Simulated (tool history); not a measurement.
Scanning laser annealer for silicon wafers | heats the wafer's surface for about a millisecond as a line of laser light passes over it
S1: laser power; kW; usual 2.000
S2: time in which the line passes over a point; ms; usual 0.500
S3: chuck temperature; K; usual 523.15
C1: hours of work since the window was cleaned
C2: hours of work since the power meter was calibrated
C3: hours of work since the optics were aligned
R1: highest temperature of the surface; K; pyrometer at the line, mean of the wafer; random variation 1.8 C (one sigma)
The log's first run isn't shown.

{"run": 2, "day": 0.458, "S1": 2.0, "S2": 0.5, "S3": 523.15, "C1": 185, "C2": 243, "C3": 1117, "R1": 1293.15}
{"run": 3, "day": 1.008, "S1": 2.0, "S2": 0.612, "S3": 523.15, "C1": 191, "C2": 249, "C3": 1123, "R1": 1375.15}
{"run": 4, "day": 1.733, "S1": 2.0, "S2": 0.612, "S3": 523.15, "C1": 200, "C2": 258, "C3": 1132, "R1": 1376.15}
{"run": 5, "day": 2.571, "S1": 2.0, "S2": 0.612, "S3": 523.15, "C1": 210, "C2": 268, "C3": 1142, "R1": 1377.15}
{"run": 6, "day": 3.283, "S1": 1.8, "S2": 0.5, "S3": 523.15, "C1": 218, "C2": 276, "C3": 1150, "R1": 1218.15}
{"run": 7, "day": 4.067, "S1": 1.8, "S2": 0.5, "S3": 523.15, "C1": 228, "C2": 286, "C3": 1160, "R1": 1217.15}
{"run": 8, "day": 4.45, "S1": 1.8, "S2": 0.5, "S3": 523.15, "C1": 232, "C2": 290, "C3": 1164, "R1": 1216.15}
{"run": 9, "day": 5.279, "S1": 1.8, "S2": 0.5, "S3": 523.15, "C1": 242, "C2": 300, "C3": 1174, "R1": 1216.15}
{"run": 10, "day": 6.096, "S1": 2.0, "S2": 0.495, "S3": 523.15, "C1": 252, "C2": 310, "C3": 1184, "R1": 1281.15}
{"run": 11, "day": 6.471, "S1": 2.0, "S2": 0.495, "S3": 523.15, "C1": 256, "C2": 314, "C3": 1188, "R1": 1280.15}
{"run": 12, "day": 7.275, "S1": 2.0, "S2": 0.495, "S3": 523.15, "C1": 266, "C2": 324, "C3": 1198, "R1": 1278.15}
{"run": 13, "day": 7.979, "S1": 2.0, "S2": 0.495, "S3": 523.15, "C1": 274, "C2": 332, "C3": 1206, "R1": 1277.15}
{"run": 14, "day": 8.7, "S1": 2.0, "S2": 0.495, "S3": 523.15, "C1": 283, "C2": 341, "C3": 1215, "R1": 1279.15}
{"run": 15, "day": 9.142, "S1": 2.0, "S2": 0.5, "S3": 523.15, "C1": 288, "C2": 346, "C3": 1220, "R1": 1283.15}
{"run": 16, "day": 9.617, "S1": 2.0, "S2": 0.5, "S3": 523.15, "C1": 294, "C2": 352, "C3": 1226, "R1": 1282.15}
{"run": 17, "day": 10.054, "S1": 2.0, "S2": 0.535, "S3": 523.15, "C1": 299, "C2": 357, "C3": 1231, "R1": 1310.15}
{"run": 18, "day": 10.646, "S1": 2.0, "S2": 0.535, "S3": 523.15, "C1": 306, "C2": 364, "C3": 1238, "R1": 1306.15}
{"run": 19, "day": 11.417, "S1": 2.0, "S2": 0.535, "S3": 523.15, "C1": 315, "C2": 373, "C3": 1247, "R1": 1307.15}
{"run": 20, "day": 11.833, "S1": 1.758, "S2": 0.5, "S3": 523.15, "C1": 320, "C2": 378, "C3": 1252, "R1": 1192.15}
{"run": 21, "day": 12.658, "S1": 2.0, "S2": 0.381, "S3": 502.15, "C1": 330, "C2": 388, "C3": 1262, "R1": 1155.15}
{"run": 22, "day": 13.021, "S1": 2.0, "S2": 0.407, "S3": 523.15, "C1": 334, "C2": 392, "C3": 1266, "R1": 1198.15}
{"run": 23, "day": 13.408, "S1": 1.849, "S2": 0.593, "S3": 561.15, "C1": 339, "C2": 397, "C3": 1271, "R1": 1327.15}
{"run": 24, "day": 13.871, "S1": 1.73, "S2": 0.501, "S3": 492.15, "C1": 344, "C2": 402, "C3": 1276, "R1": 1150.15}
{"run": 25, "day": 14.546, "S1": 2.1, "S2": 0.5, "S3": 523.15, "C1": 352, "C2": 410, "C3": 1284, "R1": 1314.15}

Run 26 comes next. What will it give?
{"run": 26, "day": 15.133, "S1": 2.1, "S2": 0.5, "S3": 523.15, "C1": 359, "C2": 417, "C3": 1291, "R1": "?"}

{"run 26": {"R1": 1309.15}}
Without the tool's hidden state the same run would have given R1 1348.15 K.

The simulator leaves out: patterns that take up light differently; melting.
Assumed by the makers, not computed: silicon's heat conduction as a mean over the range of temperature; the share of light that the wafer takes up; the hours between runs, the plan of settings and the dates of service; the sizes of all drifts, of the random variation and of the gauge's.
